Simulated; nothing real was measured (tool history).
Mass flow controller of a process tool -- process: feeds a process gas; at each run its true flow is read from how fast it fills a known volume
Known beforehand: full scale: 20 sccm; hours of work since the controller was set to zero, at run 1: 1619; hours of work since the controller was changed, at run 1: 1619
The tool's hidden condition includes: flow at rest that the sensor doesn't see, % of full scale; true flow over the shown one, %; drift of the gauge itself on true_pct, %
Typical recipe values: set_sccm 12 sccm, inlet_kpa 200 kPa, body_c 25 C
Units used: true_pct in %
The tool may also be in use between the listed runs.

run     hour  set_sccm  inlet_kpa  body_c  hours of work since the controller was set to zero  hours of work since the controller was changed  true_pct
  1      0.0        12        200      25                                                1619                                            1619     98.71
  2    460.7        12        200      25                                                1878                                            1878     98.72
  3    941.1        12        200      25                                                2147                                            2147     98.68
  4   1248.7        12        200      25                                                2319                                            2319     98.80
  5   1537.9        15        200      25                                                2481                                            2481     99.15
  6   1909.1        15        200      25                                                2689                                            2689     99.17
  7   2275.7        15        200      25                                                2895                                            2895     99.23
  8   2560.1        15        200      25                                                3054                                            3054     99.19
  9   2948.6        12        200      25                                                3272                                            3272     98.71
 10   3349.8         3        200      25                                                3496                                            3496     97.34
 11   3815.2         3        200      25                                                3757                                            3757     97.32
 12   4035.5         3        200      25                                                3881                                            3881     97.29
 13   4402.7         3        200      25                                                4086                                            4086     97.27
 14   4670.2         3        200      25                                                4236                                            4236     97.36
 15   4957.9         3        200      25                                                4398                                            4398     97.39
 16   5312.0        11        252      40                                                4596                                            4596     99.23
 17   5715.3         5        160      38                                                4822                                            4822     97.85
 18   6092.5         3        255      31                                                5033                                            5033     97.66
      6473.4  -- controller exchanged for a calibrated one
 19   6499.7         8        251      25                                                  15                                              15     98.24
 20   6881.2         8        251      25                                                 229                                             229     98.27
 21   7212.3        12        200      25                                                 414                                             414     98.71
 22   7417.2        12        200      25                                                 529                                             529     98.72
 23   7792.1        12        200      25                                                 739                                             739     98.69
 24   8235.4        13        251      21                                                 987                                             987     98.91
 25   8623.1        12        200      30                                                1205                                            1205     98.83
 26   9104.5        12        200      30                                                1474                                            1474     98.91
 27   9518.6        16        237      35                                                1706                                            1706     99.77
 28   9911.9        16        237      35                                                1927                                            1927     99.86
 29  10417.4        16        237      35                                                2210                                            2210     99.84

What if the next run were any one of these 3? Each begins from the tool's condition after run 29:
  A  10771.0        16        237      31                                                2408                                            2408         ?
  B  10771.0        12        200      32                                                2408                                            2408         ?
  C  10771.0        11        260      35                                                2408                                            2408         ?

run  true_pct
  A     99.73
  B     98.94
  C     99.09
Without the tool's hidden state the same runs would have given:
run  true_pct
  A     99.73
  B     98.94
  C     99.09
